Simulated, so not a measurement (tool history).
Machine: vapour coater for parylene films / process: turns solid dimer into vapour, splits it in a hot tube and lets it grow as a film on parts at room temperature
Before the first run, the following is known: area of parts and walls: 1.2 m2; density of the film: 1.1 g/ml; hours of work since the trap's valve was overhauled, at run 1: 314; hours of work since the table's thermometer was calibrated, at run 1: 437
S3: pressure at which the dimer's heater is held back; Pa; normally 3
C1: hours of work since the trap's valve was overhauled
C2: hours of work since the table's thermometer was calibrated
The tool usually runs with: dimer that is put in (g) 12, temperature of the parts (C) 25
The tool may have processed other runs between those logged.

{"run": 1, "hour": 0.0, "dimer that is put in (g)": 12, "temperature of the parts (C)": 25, "S3": 3, "C1": 314, "C2": 437, "thickness of the film (um)": 6.25}
{"hour": 23.0, "done": "trap's valve overhauled"}
{"run": 2, "hour": 23.5, "dimer that is put in (g)": 12, "temperature of the parts (C)": 25, "S3": 3, "C1": 0, "C2": 448, "thickness of the film (um)": 6.37}
{"run": 3, "hour": 33.6, "dimer that is put in (g)": 12, "temperature of the parts (C)": 25, "S3": 3, "C1": 6, "C2": 453, "thickness of the film (um)": 6.41}
{"run": 4, "hour": 52.1, "dimer that is put in (g)": 12, "temperature of the parts (C)": 25, "S3": 3, "C1": 16, "C2": 463, "thickness of the film (um)": 6.39}
{"run": 5, "hour": 60.4, "dimer that is put in (g)": 12, "temperature of the parts (C)": 25, "S3": 3, "C1": 20, "C2": 468, "thickness of the film (um)": 6.36}
{"run": 6, "hour": 72.1, "dimer that is put in (g)": 12, "temperature of the parts (C)": 25, "S3": 3, "C1": 26, "C2": 474, "thickness of the film (um)": 6.26}
{"run": 7, "hour": 84.6, "dimer that is put in (g)": 12, "temperature of the parts (C)": 25, "S3": 3, "C1": 33, "C2": 481, "thickness of the film (um)": 6.39}
{"run": 8, "hour": 101.6, "dimer that is put in (g)": 12, "temperature of the parts (C)": 25, "S3": 4.21, "C1": 42, "C2": 490, "thickness of the film (um)": 5.98}
{"run": 9, "hour": 120.9, "dimer that is put in (g)": 12, "temperature of the parts (C)": 25, "S3": 4.21, "C1": 52, "C2": 500, "thickness of the film (um)": 5.97}
{"run": 10, "hour": 137.9, "dimer that is put in (g)": 12, "temperature of the parts (C)": 25, "S3": 4.21, "C1": 62, "C2": 509, "thickness of the film (um)": 5.9}
{"run": 11, "hour": 150.1, "dimer that is put in (g)": 12, "temperature of the parts (C)": 25, "S3": 4.21, "C1": 68, "C2": 516, "thickness of the film (um)": 5.88}
{"run": 12, "hour": 168.7, "dimer that is put in (g)": 12, "temperature of the parts (C)": 25, "S3": 4.21, "C1": 78, "C2": 526, "thickness of the film (um)": 5.91}

Run 13 comes next. What will it give?
{"run": 13, "hour": 181.7, "dimer that is put in (g)": 13, "temperature of the parts (C)": 25, "S3": 7.31, "C1": 85, "C2": 533, "thickness of the film (um)": "?"}

Logged for run 13: thickness of the film (um) 5.68.
Take away the tool's hidden state, keep the run-to-run variation as it was, and the same run would have given thickness of the film (um) 5.69.

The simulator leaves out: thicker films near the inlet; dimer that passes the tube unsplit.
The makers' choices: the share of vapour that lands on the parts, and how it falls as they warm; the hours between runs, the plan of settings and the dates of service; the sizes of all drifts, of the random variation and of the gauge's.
